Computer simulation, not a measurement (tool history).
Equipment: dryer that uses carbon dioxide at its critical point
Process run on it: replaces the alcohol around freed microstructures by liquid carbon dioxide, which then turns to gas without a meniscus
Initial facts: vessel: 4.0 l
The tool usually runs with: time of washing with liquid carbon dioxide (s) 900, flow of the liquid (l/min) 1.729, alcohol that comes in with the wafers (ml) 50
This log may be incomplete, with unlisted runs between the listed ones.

| run | hour | time of washing with liquid carbon dioxide (s) | flow of the liquid (l/min) | alcohol that comes in with the wafers (ml) | alcohol left in the vessel before it's heated (ppm by volume) |
|---|---|---|---|---|---|
| 1 | 0 | 900 | 1.729 | 50 | 171 |
| 2 | 38.6 | 660 | 1.729 | 50 | 472 |
| 3 | 56.2 | 900 | 1.729 | 50 | 183 |
| 4 | 86.8 | 900 | 1.729 | 50 | 186 |
| 5 | 110.1 | 900 | 1.729 | 50 | 189 |
| 6 | 139.8 | 900 | 1.729 | 50 | 196 |
| 7 | 158.1 | 900 | 1.729 | 50 | 197 |
| 8 | 184.3 | 900 | 1.729 | 50 | 201 |
| 9 | 220.5 | 900 | 1.729 | 50 | 216 |
| 10 | 259 | 900 | 1.729 | 50 | 230 |
| 11 | 292.8 | 960 | 1.48 | 32 | 220 |
| 12 | 323.6 | 660 | 1.25 | 32 | 866 |
| 13 | 357.3 | 660 | 1.729 | 39 | 472 |
| 14 | 393.5 | 660 | 1.729 | 39 | 495 |
| 15 | 421.6 | 780 | 1.729 | 34 | 286 |
| 16 | 454.5 | 780 | 1.729 | 34 | 307 |
| 17 | 489.5 | 780 | 1.729 | 34 | 307 |
| 18 | 524.1 | 780 | 1.729 | 34 | 323 |

Consider 3 possible next runs. They are alternatives, not a sequence: every one starts from the tool as it was left by run 18. What does each give?
|  | 541.2 | purifier's bed changed |
| A | 548.4 | 900 | 2.4 | 48 | ? |
|  | 541.2 | purifier's bed changed |
| B | 548.4 | 1080 | 1.729 | 28 | ? |
|  | 541.2 | purifier's bed changed |
| C | 548.4 | 720 | 1.729 | 29 | ? |

| run | alcohol left in the vessel before it's heated (ppm by volume) |
|---|---|
| A | 42 |
| B | 47 |
| C | 278 |
Without the tool's unlogged condition, the same runs would have read:
| run | alcohol left in the vessel before it's heated (ppm by volume) |
|---|---|
| A | 22 |
| B | 22 |
| C | 178 |
